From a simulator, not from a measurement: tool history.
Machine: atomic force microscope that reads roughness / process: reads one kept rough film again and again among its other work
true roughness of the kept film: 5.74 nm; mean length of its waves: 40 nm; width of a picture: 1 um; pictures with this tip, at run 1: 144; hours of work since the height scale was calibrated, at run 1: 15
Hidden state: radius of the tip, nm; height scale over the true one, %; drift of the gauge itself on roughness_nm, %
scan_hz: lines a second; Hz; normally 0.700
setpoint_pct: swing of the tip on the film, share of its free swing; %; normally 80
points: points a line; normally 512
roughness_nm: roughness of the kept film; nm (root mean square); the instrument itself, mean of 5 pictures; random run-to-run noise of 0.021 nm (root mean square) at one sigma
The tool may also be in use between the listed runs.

run	hour	scan_hz	setpoint_pct	points	pictures with this tip	hours of work since the height scale was calibrated	roughness_nm
1	0.0	0.700	80	512	144	15	5.096
2	17.2	0.700	80	512	167	22	5.106
3	31.6	0.700	80	512	186	28	5.090
4	59.4	0.700	80	512	222	40	5.053
5	81.0	0.700	80	512	250	49	5.041
6	107.4	0.700	80	512	285	60	5.062
7	119.4	0.700	64	512	301	66	5.265
8	147.5	0.700	64	512	337	78	5.238
9	167.5	0.700	64	512	364	86	5.182
# hour 177.2: new tip fitted
10	187.3	0.700	64	512	13	94	5.243
11	203.6	0.700	64	512	34	101	5.250
12	223.1	0.700	80	512	60	110	5.107
13	242.4	0.700	58	512	85	118	5.247
14	260.8	0.700	58	512	109	126	5.257
15	284.3	0.700	58	512	140	136	5.226
16	297.5	0.700	84	512	157	141	5.052
17	319.1	0.700	80	932	186	151	5.108
18	339.6	0.700	80	932	213	160	5.044
19	366.4	0.700	80	932	248	171	5.098
20	380.4	0.700	80	512	266	177	5.059
21	392.5	0.700	80	512	282	182	5.072
22	407.8	0.700	80	512	302	189	5.074
23	419.5	0.700	80	512	317	194	5.090
24	442.2	3.738	62	342	347	203	4.862
25	460.3	3.738	62	342	371	211	4.857
# hour 463.3: new tip fitted
26	485.4	3.316	74	360	29	222	4.550
27	513.5	3.316	74	360	66	234	4.545
28	529.2	1.665	62	790	86	240	5.165
29	546.5	1.303	62	902	109	248	5.205
30	570.3	1.303	62	370	140	258	5.143
31	598.2	0.613	86	311	177	270	5.038
32	612.3	0.613	86	311	195	276	5.038
33	626.4	0.613	83	302	214	282	5.048
34	645.2	0.613	83	302	238	290	5.075
35	662.9	1.972	80	301	261	297	4.651
36	676.3	1.972	56	301	279	303	5.122
37	703.0	2.235	80	818	314	315	4.637
38	727.8	2.620	68	548	346	325	4.890
39	745.6	2.620	72	293	370	333	4.760
# hour 750.7: new tip fitted
40	763.1	2.620	72	293	16	340	4.752

Forecast run 41:
41	784.3	2.620	72	293	44	349	?

roughness_nm: 4.763 nm (root mean square)
With no hidden state in the tool, this same run would have given roughness_nm 4.766 nm (root mean square).
